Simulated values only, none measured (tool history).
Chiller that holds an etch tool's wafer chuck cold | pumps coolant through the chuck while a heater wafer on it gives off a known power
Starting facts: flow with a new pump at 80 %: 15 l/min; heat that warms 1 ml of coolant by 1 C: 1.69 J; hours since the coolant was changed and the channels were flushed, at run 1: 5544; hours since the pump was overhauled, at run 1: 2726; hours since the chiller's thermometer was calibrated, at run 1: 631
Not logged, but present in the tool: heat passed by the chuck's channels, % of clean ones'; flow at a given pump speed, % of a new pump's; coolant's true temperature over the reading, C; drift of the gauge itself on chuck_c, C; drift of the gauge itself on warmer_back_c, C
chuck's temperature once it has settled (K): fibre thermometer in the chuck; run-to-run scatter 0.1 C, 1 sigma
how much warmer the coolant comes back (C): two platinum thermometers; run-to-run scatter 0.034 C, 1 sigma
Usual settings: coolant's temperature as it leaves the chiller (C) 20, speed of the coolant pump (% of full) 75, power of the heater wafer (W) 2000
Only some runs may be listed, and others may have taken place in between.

run	hour	coolant's temperature as it leaves the chiller (C)	speed of the coolant pump (% of full)	power of the heater wafer (W)	hours since the coolant was changed and the channels were flushed	hours since the pump was overhauled	hours since the chiller's thermometer was calibrated	chuck's temperature once it has settled (K)	how much warmer the coolant comes back (C)
1	0.0	20	75	2000	5544	2726	631	307.45	5.31
2	53.5	20	75	2000	5597	2779	685	307.65	5.24
3	103.5	20	75	2000	5647	2829	735	307.65	5.33
4	164.2	20	75	2000	5708	2890	796	307.85	5.24
5	233.1	20	81	2000	5777	2959	864	306.85	4.81
6	267.5	20	79	2000	5811	2993	899	307.05	5.00
7	316.3	20	79	2000	5860	3042	948	307.05	5.02
8	357.2	20	79	2000	5901	3083	989	307.15	5.03
9	417.1	20	75	2000	5961	3143	1049	307.85	5.28
10	469.3	20	75	2000	6013	3195	1101	307.75	5.32
11	505.8	20	75	2000	6050	3231	1137	307.75	5.33
12	567.4	20	75	2000	6111	3293	1199	307.95	5.29
13	619.7	20	75	2000	6164	3345	1251	308.05	5.35
14	680.5	20	75	1923	6224	3406	1312	307.45	5.15
15	735.8	20	75	1923	6280	3461	1367	307.25	5.10
16	802.9	20	75	1923	6347	3528	1434	307.45	5.14
17	882.5	23	84	2115	6426	3608	1514	310.55	4.99
18	933.3	19	84	2115	6477	3659	1565	306.45	4.96
19	972.8	19	84	2115	6517	3698	1604	306.65	4.99
20	1023.9	19	84	2115	6568	3749	1655	306.65	5.00
21	1081.6	19	84	2115	6626	3807	1713	306.45	5.00
22	1160.3	14	84	2772	6704	3886	1792	306.05	6.57
23	1230.8	12	90	1069	6775	3956	1862	292.25	2.31
24	1288.4	20	80	1712	6832	4014	1920	305.45	4.39

Predict the results of run 25:
25	1367.3	20	80	1712	6911	4093	1999	?	?

chuck's temperature once it has settled (K): 305.55
how much warmer the coolant comes back (C): 4.26
Minus the tool's unlogged condition, the same run would have read chuck's temperature once it has settled (K) 303.35, how much warmer the coolant comes back (C) 4.01.
